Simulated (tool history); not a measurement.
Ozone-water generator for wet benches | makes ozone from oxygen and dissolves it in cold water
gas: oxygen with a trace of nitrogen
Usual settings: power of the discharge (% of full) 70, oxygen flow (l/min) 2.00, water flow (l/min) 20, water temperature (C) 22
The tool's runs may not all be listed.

| run | day | power of the discharge (% of full) | oxygen flow (l/min) | water flow (l/min) | water temperature (C) | dissolved ozone (ppm) | ozone in the gas ahead of the water (g/m3) |
|---|---|---|---|---|---|---|---|
| 1 | 0.000 | 70 | 2.00 | 20 | 22 | 15.2 | 268.5 |
| 2 | 3.300 | 70 | 2.00 | 20 | 22 | 15.3 | 269.0 |
| 3 | 6.604 | 70 | 2.00 | 20 | 22 | 15.2 | 267.1 |
| 4 | 9.362 | 70 | 1.20 | 20 | 22 | 12.6 | 328.0 |
| 5 | 12.671 | 70 | 1.50 | 20 | 22 | 13.8 | 297.7 |
| 6 | 16.721 | 70 | 2.00 | 20 | 22 | 15.5 | 270.1 |
| 7 | 21.196 | 70 | 2.00 | 20 | 22 | 15.2 | 267.8 |
| 8 | 25.467 | 70 | 2.00 | 16 | 22 | 19.0 | 267.0 |
| 9 | 30.888 | 70 | 3.54 | 20 | 22 | 17.9 | 212.9 |
| 10 | 33.696 | 70 | 1.47 | 20 | 22 | 13.4 | 302.5 |
| 11 | 36.446 | 70 | 1.47 | 20 | 22 | 13.5 | 301.6 |
|  | 37.117 | contactor cleaned |
| 12 | 41.571 | 70 | 1.47 | 20 | 22 | 13.8 | 301.6 |
| 13 | 45.450 | 70 | 3.30 | 20 | 20 | 18.1 | 218.1 |
| 14 | 50.333 | 61 | 2.00 | 31 | 22 | 9.2 | 248.1 |
| 15 | 53.350 | 99 | 2.00 | 20 | 21 | 18.2 | 315.1 |
| 16 | 57.446 | 50 | 1.35 | 17 | 25 | 12.8 | 258.1 |
| 17 | 61.612 | 54 | 1.35 | 28 | 27 | 7.7 | 267.0 |
| 18 | 66.712 | 54 | 1.35 | 17 | 28 | 12.9 | 267.5 |
| 19 | 71.704 | 54 | 1.35 | 17 | 28 | 12.8 | 267.2 |
| 20 | 76.104 | 67 | 2.00 | 20 | 23 | 14.7 | 258.0 |

5 ways to go on from here, each from the tool as it stands after run 20. What would each give?
| A | 78.712 | 70 | 2.00 | 20 | 22 | ? | ? |
| B | 78.712 | 70 | 2.00 | 23 | 22 | ? | ? |
| C | 78.712 | 70 | 1.20 | 20 | 27 | ? | ? |
| D | 78.712 | 92 | 1.63 | 20 | 18 | ? | ? |
| E | 78.712 | 67 | 2.00 | 13 | 21 | ? | ? |

| run | dissolved ozone (ppm) | ozone in the gas ahead of the water (g/m3) |
|---|---|---|
| A | 15.1 | 260.9 |
| B | 13.2 | 260.8 |
| C | 12.1 | 319.4 |
| D | 16.7 | 324.1 |
| E | 22.2 | 255.1 |
Without the tool's hidden state the same runs would have given:
| run | dissolved ozone (ppm) | ozone in the gas ahead of the water (g/m3) |
|---|---|---|
| A | 16.3 | 277.8 |
| B | 14.2 | 277.7 |
| C | 13.0 | 340.1 |
| D | 18.1 | 348.3 |
| E | 23.8 | 271.2 |
